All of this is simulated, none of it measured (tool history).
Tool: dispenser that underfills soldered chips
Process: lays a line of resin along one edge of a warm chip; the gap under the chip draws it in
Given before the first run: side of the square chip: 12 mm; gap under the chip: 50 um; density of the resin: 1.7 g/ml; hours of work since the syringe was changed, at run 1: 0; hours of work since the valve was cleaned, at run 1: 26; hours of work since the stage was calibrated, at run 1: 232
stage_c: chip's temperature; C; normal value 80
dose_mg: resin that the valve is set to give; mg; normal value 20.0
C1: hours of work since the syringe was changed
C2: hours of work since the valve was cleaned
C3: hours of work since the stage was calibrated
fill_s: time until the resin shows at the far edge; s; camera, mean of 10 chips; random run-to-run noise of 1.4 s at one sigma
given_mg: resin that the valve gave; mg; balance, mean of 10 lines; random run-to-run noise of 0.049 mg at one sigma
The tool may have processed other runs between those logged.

run 1 hour=0.0 | stage_c=80 dose_mg=20.0 | C1=0 C2=26 C3=232 | fill_s=144.6 given_mg=19.92
run 2 hour=8.4 | stage_c=80 dose_mg=20.0 | C1=5 C2=31 C3=237 | fill_s=187.3 given_mg=19.77
run 3 hour=14.6 | stage_c=80 dose_mg=20.0 | C1=9 C2=35 C3=241 | fill_s=219.2 given_mg=19.75
-- hour=17.1 new syringe of resin
run 4 hour=19.5 | stage_c=80 dose_mg=20.0 | C1=1 C2=37 C3=244 | fill_s=152.5 given_mg=19.75
run 5 hour=25.7 | stage_c=80 dose_mg=20.0 | C1=5 C2=41 C3=247 | fill_s=184.6 given_mg=19.67
-- hour=30.8 dispensing valve cleaned and set on the balance
-- hour=35.4 new syringe of resin
run 6 hour=37.7 | stage_c=80 dose_mg=20.0 | C1=1 C2=4 C3=254 | fill_s=159.8 given_mg=19.99
run 7 hour=44.4 | stage_c=80 dose_mg=20.0 | C1=6 C2=8 C3=258 | fill_s=193.6 given_mg=19.93
run 8 hour=50.8 | stage_c=80 dose_mg=20.0 | C1=9 C2=12 C3=262 | fill_s=233.3 given_mg=19.85
-- hour=52.5 new syringe of resin
run 9 hour=56.5 | stage_c=75 dose_mg=19.7 | C1=2 C2=15 C3=265 | fill_s=212.6 given_mg=19.55
run 10 hour=64.8 | stage_c=83 dose_mg=19.8 | C1=8 C2=20 C3=270 | fill_s=176.5 given_mg=19.63
-- hour=69.9 new syringe of resin
run 11 hour=69.9 | stage_c=81 dose_mg=18.3 | C1=0 C2=23 C3=273 | fill_s=143.5 given_mg=18.11
run 12 hour=77.5 | stage_c=81 dose_mg=18.3 | C1=5 C2=28 C3=278 | fill_s=179.6 given_mg=17.99
run 13 hour=85.6 | stage_c=81 dose_mg=18.3 | C1=10 C2=33 C3=283 | fill_s=226.3 given_mg=18.00

Predict each of these 5 candidate next runs independently; none follows another, all start after run 13:
-- hour=87.3 new syringe of resin
run A hour=95.9 | stage_c=80 dose_mg=24.6 | C1=5 C2=39 C3=289 | fill_s=? given_mg=?
-- hour=87.3 new syringe of resin
run B hour=95.9 | stage_c=70 dose_mg=20.0 | C1=5 C2=39 C3=289 | fill_s=? given_mg=?
-- hour=87.3 new syringe of resin
run C hour=95.9 | stage_c=69 dose_mg=22.9 | C1=5 C2=39 C3=289 | fill_s=? given_mg=?
-- hour=87.3 new syringe of resin
run D hour=95.9 | stage_c=93 dose_mg=20.0 | C1=5 C2=39 C3=289 | fill_s=? given_mg=?
-- hour=87.3 new syringe of resin
run E hour=95.9 | stage_c=82 dose_mg=18.3 | C1=5 C2=39 C3=289 | fill_s=? given_mg=?

run=A fill_s=186.2 given_mg=24.24
run=B fill_s=318.3 given_mg=19.57
run=C fill_s=335.9 given_mg=22.48
run=D fill_s=97.2 given_mg=19.67
run=E fill_s=168.9 given_mg=17.99
With the hidden condition removed and each run's random variation left untouched, the same runs would have given:
run=A fill_s=140.5 given_mg=24.70
run=B fill_s=239.0 given_mg=19.94
run=C fill_s=252.5 given_mg=22.90
run=D fill_s=73.4 given_mg=20.04
run=E fill_s=127.1 given_mg=18.33
